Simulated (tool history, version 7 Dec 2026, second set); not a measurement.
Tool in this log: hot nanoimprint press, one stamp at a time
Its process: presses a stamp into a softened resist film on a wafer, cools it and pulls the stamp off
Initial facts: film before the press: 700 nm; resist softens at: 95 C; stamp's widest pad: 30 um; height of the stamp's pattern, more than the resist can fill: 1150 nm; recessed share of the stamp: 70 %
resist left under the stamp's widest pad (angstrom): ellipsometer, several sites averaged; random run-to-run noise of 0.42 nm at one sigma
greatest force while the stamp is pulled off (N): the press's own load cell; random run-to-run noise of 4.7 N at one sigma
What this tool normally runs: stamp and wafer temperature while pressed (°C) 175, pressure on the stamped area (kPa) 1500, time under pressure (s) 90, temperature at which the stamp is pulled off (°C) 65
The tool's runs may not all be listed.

run	hour	stamp and wafer temperature while pressed (°C)	pressure on the stamped area (kPa)	time under pressure (s)	temperature at which the stamp is pulled off (°C)	resist left under the stamp's widest pad (angstrom)	greatest force while the stamp is pulled off (N)
1	0.0	175	1500	90	65	2669	237
2	29.8	175	1500	90	65	2671	229
3	68.6	175	1500	90	65	2666	232
4	104.1	187	1500	90	65	1814	232
5	126.9	175	1000	90	65	3244	229
6	152.0	175	1000	90	65	3248	233
7	173.5	175	1000	90	65	3248	236
8	211.6	175	1000	90	65	3238	225
9	231.9	175	1000	90	65	3241	235
10	248.7	175	1000	90	65	3237	227
11	278.0	175	2180	90	65	2205	231
12	297.1	175	1500	90	65	2672	228
13	316.3	175	1500	90	65	2675	229
14	344.8	174	1500	90	65	2761	229
15	380.5	174	1500	56	65	3289	223
16	401.4	174	1500	56	54	3291	285
17	437.9	175	1500	57	64	3168	243
18	472.1	181	1570	57	64	2566	238
19	508.6	175	1500	137	62	2251	246
20	525.2	175	1500	137	62	2256	239
21	547.1	187	1500	58	62	2179	235
22	576.1	187	1500	58	62	2180	246
23	610.4	187	1500	58	62	2181	247
24	631.7	176	1340	128	72	2373	191
25	669.2	175	2120	138	65	1871	232
26	695.8	175	2120	66	55	2533	273
27	734.4	175	2120	66	55	2530	274
28	764.5	175	2120	66	55	2529	275
29	791.1	175	2120	66	55	2533	285

Not shown: 3 entries that the log had between the listed runs. Between which runs, and how does the tool's hidden state differ before and after?
In the gap between runs 7 and 8: stamp cleaned and given a new release coat (hour 197.1)
  grip of the stamp's worn release coat, % over a new coat's: 0.9 -> 0
In the gap between runs 15 and 16: plate thermocouple calibrated (hour 386.1)
  true temperature over the reading, C: 0.01 -> 0
In the gap between runs 18 and 19: stamp cleaned and given a new release coat (hour 508.6)
  grip of the stamp's worn release coat, % over a new coat's: 0.9 -> 0
